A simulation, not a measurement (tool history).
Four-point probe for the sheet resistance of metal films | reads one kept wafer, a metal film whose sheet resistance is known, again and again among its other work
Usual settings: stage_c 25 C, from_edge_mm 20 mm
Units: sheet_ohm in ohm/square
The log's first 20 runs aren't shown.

At day 13.658: stage's thermometer calibrated, once more.
Run 21, day 13.879: usual settings but stage_c 24 C, from_edge_mm 12 mm. Result: sheet_ohm 0.102038 ohm/square.
Run 22, day 14.525: usual settings but from_edge_mm 7 mm. Result: sheet_ohm 0.102149 ohm/square.
Run 23, day 14.992: usual settings but from_edge_mm 7 mm. Result: sheet_ohm 0.102146 ohm/square.
Run 24, day 15.588: usual settings but from_edge_mm 17 mm. Result: sheet_ohm 0.101925 ohm/square.
Run 25, day 16.038: usual settings but stage_c 21 C, from_edge_mm 15 mm. Result: sheet_ohm 0.102203 ohm/square.
Run 26, day 16.754: usual settings but stage_c 26 C, from_edge_mm 8 mm. Result: sheet_ohm 0.102039 ohm/square.
Run 27, day 17.654: usual settings but stage_c 26 C, from_edge_mm 8 mm. Result: sheet_ohm 0.102016 ohm/square.
Run 28, day 18.100: usual settings but stage_c 22 C. Result: sheet_ohm 0.102112 ohm/square.
Run 29, day 18.692: usual settings but stage_c 26 C, from_edge_mm 46 mm. Result: sheet_ohm 0.101817 ohm/square.
Run 30, day 19.162: usual settings but stage_c 26 C, from_edge_mm 46 mm. Result: sheet_ohm 0.101853 ohm/square.
Run 31, day 19.800: usual settings but from_edge_mm 26 mm. Result: sheet_ohm 0.101897 ohm/square.
Run 32, day 20.558: usual settings but from_edge_mm 26 mm. Result: sheet_ohm 0.101913 ohm/square.
Run 33, day 21.283: usual settings but stage_c 26 C, from_edge_mm 44 mm. Result: sheet_ohm 0.101811 ohm/square.
Run 34, day 21.779: usual settings but stage_c 23 C, from_edge_mm 3 mm. Result: sheet_ohm 0.103524 ohm/square.
Run 35, day 22.275: usual settings but stage_c 23 C, from_edge_mm 3 mm. Result: sheet_ohm 0.103558 ohm/square.
Run 36, day 22.821: usual settings but stage_c 23 C, from_edge_mm 3 mm. Result: sheet_ohm 0.103541 ohm/square.

Forecast each of these 3 alternatives for the next run:
Run A, day 23.567: usual settings but stage_c 29 C, from_edge_mm 60 mm. Result: sheet_ohm ?.
Run B, day 23.567: usual settings but stage_c 31 C, from_edge_mm 3 mm. Result: sheet_ohm ?.
Run C, day 23.567: usual settings but stage_c 26 C, from_edge_mm 5 mm. Result: sheet_ohm ?.

run  sheet_ohm
  A   0.101591
  B   0.102960
  C   0.102312
Without the tool's hidden state the same runs would have given:
run  sheet_ohm
  A   0.100866
  B   0.102226
  C   0.101582
